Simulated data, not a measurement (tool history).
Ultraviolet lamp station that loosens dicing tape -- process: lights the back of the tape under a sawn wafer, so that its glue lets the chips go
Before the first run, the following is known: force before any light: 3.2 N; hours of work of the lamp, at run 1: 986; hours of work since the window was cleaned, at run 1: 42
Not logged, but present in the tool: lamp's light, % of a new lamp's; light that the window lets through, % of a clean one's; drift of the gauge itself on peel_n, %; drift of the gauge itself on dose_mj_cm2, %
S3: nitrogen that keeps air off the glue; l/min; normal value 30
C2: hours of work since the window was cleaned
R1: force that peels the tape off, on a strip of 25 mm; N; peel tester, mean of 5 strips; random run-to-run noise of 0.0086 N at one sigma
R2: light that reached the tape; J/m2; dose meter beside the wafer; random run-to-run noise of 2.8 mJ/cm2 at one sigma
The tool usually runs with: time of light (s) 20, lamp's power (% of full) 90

{"run": 1, "day": 0.0, "time of light (s)": 20, "lamp's power (% of full)": 90, "S3": 30, "hours of work of the lamp": 986, "C2": 42, "R1": 0.532, "R2": 2970}
{"run": 2, "day": 1.954, "time of light (s)": 20, "lamp's power (% of full)": 96, "S3": 30, "hours of work of the lamp": 1010, "C2": 66, "R1": 0.482, "R2": 3150}
{"run": 3, "day": 3.792, "time of light (s)": 20, "lamp's power (% of full)": 96, "S3": 30, "hours of work of the lamp": 1032, "C2": 88, "R1": 0.479, "R2": 3140}
{"run": 4, "day": 5.462, "time of light (s)": 20, "lamp's power (% of full)": 96, "S3": 30, "hours of work of the lamp": 1053, "C2": 108, "R1": 0.487, "R2": 3150}
{"run": 5, "day": 6.379, "time of light (s)": 20, "lamp's power (% of full)": 90, "S3": 40, "hours of work of the lamp": 1064, "C2": 119, "R1": 0.476, "R2": 2900}
{"run": 6, "day": 8.217, "time of light (s)": 20, "lamp's power (% of full)": 90, "S3": 26, "hours of work of the lamp": 1086, "C2": 142, "R1": 0.61, "R2": 2860}
{"run": 7, "day": 9.279, "time of light (s)": 20, "lamp's power (% of full)": 90, "S3": 30, "hours of work of the lamp": 1099, "C2": 155, "R1": 0.582, "R2": 2850}
{"run": 8, "day": 11.375, "time of light (s)": 20, "lamp's power (% of full)": 74, "S3": 30, "hours of work of the lamp": 1125, "C2": 180, "R1": 0.783, "R2": 2270}
{"run": 9, "day": 12.358, "time of light (s)": 20, "lamp's power (% of full)": 74, "S3": 30, "hours of work of the lamp": 1137, "C2": 192, "R1": 0.781, "R2": 2230}
{"run": 10, "day": 13.767, "time of light (s)": 28, "lamp's power (% of full)": 74, "S3": 30, "hours of work of the lamp": 1154, "C2": 209, "R1": 0.482, "R2": 3150}
{"run": 11, "day": 15.075, "time of light (s)": 20, "lamp's power (% of full)": 90, "S3": 30, "hours of work of the lamp": 1170, "C2": 225, "R1": 0.615, "R2": 2740}
{"run": 12, "day": 16.462, "time of light (s)": 20, "lamp's power (% of full)": 90, "S3": 30, "hours of work of the lamp": 1187, "C2": 242, "R1": 0.634, "R2": 2700}
{"run": 13, "day": 18.046, "time of light (s)": 20, "lamp's power (% of full)": 90, "S3": 30, "hours of work of the lamp": 1206, "C2": 262, "R1": 0.645, "R2": 2670}
{"run": 14, "day": 19.212, "time of light (s)": 33, "lamp's power (% of full)": 66, "S3": 30, "hours of work of the lamp": 1220, "C2": 276, "R1": 0.468, "R2": 3190}
{"day": 19.908, "done": "window cleaned of glue's vapour"}
{"run": 15, "day": 20.392, "time of light (s)": 33, "lamp's power (% of full)": 66, "S3": 30, "hours of work of the lamp": 1234, "C2": 6, "R1": 0.413, "R2": 3410}
{"run": 16, "day": 22.408, "time of light (s)": 23, "lamp's power (% of full)": 84, "S3": 30, "hours of work of the lamp": 1259, "C2": 30, "R1": 0.54, "R2": 2980}
{"run": 17, "day": 23.812, "time of light (s)": 14, "lamp's power (% of full)": 68, "S3": 12, "hours of work of the lamp": 1276, "C2": 48, "R1": 1.718, "R2": 1470}
{"run": 18, "day": 25.133, "time of light (s)": 17, "lamp's power (% of full)": 68, "S3": 12, "hours of work of the lamp": 1292, "C2": 64, "R1": 1.497, "R2": 1740}
{"run": 19, "day": 27.042, "time of light (s)": 20, "lamp's power (% of full)": 90, "S3": 17, "hours of work of the lamp": 1315, "C2": 87, "R1": 0.876, "R2": 2650}
{"run": 20, "day": 28.583, "time of light (s)": 24, "lamp's power (% of full)": 90, "S3": 17, "hours of work of the lamp": 1334, "C2": 106, "R1": 0.673, "R2": 3160}
{"run": 21, "day": 29.654, "time of light (s)": 13, "lamp's power (% of full)": 90, "S3": 40, "hours of work of the lamp": 1347, "C2": 119, "R1": 0.933, "R2": 1680}
{"run": 22, "day": 31.45, "time of light (s)": 13, "lamp's power (% of full)": 73, "S3": 40, "hours of work of the lamp": 1369, "C2": 141, "R1": 1.283, "R2": 1410}
{"run": 23, "day": 33.154, "time of light (s)": 11, "lamp's power (% of full)": 73, "S3": 41, "hours of work of the lamp": 1390, "C2": 161, "R1": 1.43, "R2": 1150}

Forecast each of these 4 alternatives for the next run:
{"run": "A", "day": 34.417, "time of light (s)": 16, "lamp's power (% of full)": 73, "S3": 48, "hours of work of the lamp": 1405, "C2": 177, "R1": "?", "R2": "?"}
{"run": "B", "day": 34.417, "time of light (s)": 10, "lamp's power (% of full)": 85, "S3": 14, "hours of work of the lamp": 1405, "C2": 177, "R1": "?", "R2": "?"}
{"run": "C", "day": 34.417, "time of light (s)": 20, "lamp's power (% of full)": 90, "S3": 23, "hours of work of the lamp": 1405, "C2": 177, "R1": "?", "R2": "?"}
{"run": "D", "day": 34.417, "time of light (s)": 11, "lamp's power (% of full)": 81, "S3": 41, "hours of work of the lamp": 1405, "C2": 177, "R1": "?", "R2": "?"}

run=A R1=0.922 R2=1700
run=B R1=1.838 R2=1250
run=C R1=0.789 R2=2580
run=D R1=1.301 R2=1260
Without the tool's unlogged condition, the same runs would have read:
run=A R1=0.520 R2=2570
run=B R1=1.378 R2=1890
run=C R1=0.424 R2=3940
run=D R1=0.834 R2=1920
